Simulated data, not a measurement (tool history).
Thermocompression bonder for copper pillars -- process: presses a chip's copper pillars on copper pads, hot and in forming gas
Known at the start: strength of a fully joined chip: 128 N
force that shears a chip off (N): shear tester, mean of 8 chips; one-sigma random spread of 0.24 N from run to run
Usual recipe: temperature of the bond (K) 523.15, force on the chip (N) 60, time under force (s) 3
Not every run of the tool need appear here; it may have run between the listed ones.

run	hour	temperature of the bond (K)	force on the chip (N)	time under force (s)	force that shears a chip off (N)
1	0.0	523.15	60	3	54.7
2	15.1	523.15	60	3	54.1
3	30.0	526.15	60	3	55.7
4	46.4	526.15	60	3	55.9
5	79.5	526.15	60	3	55.8
6	113.9	526.15	60	7	74.9
7	128.8	526.15	60	7	74.7
8	159.3	526.15	60	7	74.2
9	175.2	526.15	60	7	74.0
10	203.9	523.15	60	3	54.1
11	231.3	523.15	60	3	54.5
# hour 236.9: forming gas filter changed
12	257.1	523.15	60	3	55.8
13	288.6	495.15	60	3	42.0
14	312.0	523.15	60	6	71.0
15	327.2	523.15	60	6	71.0
16	348.6	523.15	36	3	33.9
17	381.4	523.15	36	3	34.5
18	400.8	523.15	36	3	34.0
19	428.6	523.15	36	3	33.7
20	453.5	523.15	60	3	55.3
21	477.6	523.15	87	6	90.9
22	499.1	499.15	87	2	52.1
23	521.7	516.15	77	3	63.9
24	537.1	523.15	48	3	44.9
25	568.8	523.15	48	3	44.8
26	585.9	523.15	57	3	52.4
27	604.0	523.15	57	3	52.7
28	620.8	519.15	60	4	58.8
29	644.3	546.15	60	3	66.0
# hour 656.3: heater calibrated with a thermocouple chip
30	681.4	538.15	60	3	57.3
31	710.8	513.15	70	6	65.6
32	741.9	513.15	70	6	66.0
33	770.7	513.15	70	6	66.1
# hour 785.6: forming gas filter changed
34	787.6	505.15	66	3	46.8
35	819.7	505.15	66	3	46.3
36	843.7	539.15	51	7	69.0
37	869.3	517.15	51	7	56.6
38	899.9	506.15	51	4	40.5
39	922.7	524.15	41	5	44.1

What would each run have given without the hidden state, its run-to-run variation left as it was?
The hidden state here: true temperature of the bond over the reading, C; force that reaches the chip, % of what is set; oxide that the forming gas leaves, % of the face; drift of the gauge itself on shear_n, %.
run	force that shears a chip off (N)
1	52.7
2	52.1
3	53.8
4	54.0
5	54.0
6	73.3
7	73.1
8	72.8
9	72.7
10	52.7
11	53.2
12	52.7
13	39.1
14	67.7
15	67.8
16	31.9
17	32.5
18	32.1
19	31.8
20	52.8
21	88.6
22	49.3
23	61.3
24	42.8
25	42.9
26	50.4
27	50.6
28	56.7
29	64.5
30	60.8
31	69.6
32	70.1
33	70.3
34	48.3
35	47.9
36	71.1
37	58.6
38	42.2
39	45.9
